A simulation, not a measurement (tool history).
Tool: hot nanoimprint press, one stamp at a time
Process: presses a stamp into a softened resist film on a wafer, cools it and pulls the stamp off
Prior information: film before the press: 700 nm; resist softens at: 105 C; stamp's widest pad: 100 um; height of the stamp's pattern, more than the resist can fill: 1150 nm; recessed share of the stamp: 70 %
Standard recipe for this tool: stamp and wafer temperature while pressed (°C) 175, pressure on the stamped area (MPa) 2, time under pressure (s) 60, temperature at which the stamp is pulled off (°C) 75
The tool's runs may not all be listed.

run	day	stamp and wafer temperature while pressed (°C)	pressure on the stamped area (MPa)	time under pressure (s)	temperature at which the stamp is pulled off (°C)	resist left under the stamp's widest pad (angstrom)	greatest force while the stamp is pulled off (N)
1	0	175	2	60	75	3332	118
# day 0.608: stamp cleaned and given a new release coat
2	1.333	175	2	60	75	3325	111
3	2.992	175	2	60	61	3319	161
4	4.004	175	2	37	61	3902	159
5	4.817	175	2	60	75	3317	118
6	5.921	175	2	60	75	3312	117
7	6.679	175	2	34	75	3973	118
8	8.125	175	2	60	75	3307	120
# day 9.296: stamp cleaned and given a new release coat
9	9.725	175	2	103	75	2712	110
10	10.846	175	2	103	75	2714	113
# day 11.096: plate thermocouple calibrated
11	11.633	175	2	103	75	2656	113
12	13.121	175	2	103	75	2644	111
# day 14.538: plate thermocouple calibrated, once more
13	14.817	175	2	60	75	3358	117
14	15.504	173	2	60	75	3661	116
15	16.783	173	2	60	75	3629	118
16	17.746	173	2	60	63	3642	163
# day 18.171: stamp cleaned and given a new release coat
17	19.6	186	2	40	75	2391	112
18	20.375	186	2	40	75	2376	114

Predict the results of run 19:
19	21.162	177	1.72	31	72	?	?

Run 19 gave resist left under the stamp's widest pad (angstrom) 4087, greatest force while the stamp is pulled off (N) 125.
The same run, on a tool lacking any hidden state, would have yielded resist left under the stamp's widest pad (angstrom) 4147, greatest force while the stamp is pulled off (N) 124.

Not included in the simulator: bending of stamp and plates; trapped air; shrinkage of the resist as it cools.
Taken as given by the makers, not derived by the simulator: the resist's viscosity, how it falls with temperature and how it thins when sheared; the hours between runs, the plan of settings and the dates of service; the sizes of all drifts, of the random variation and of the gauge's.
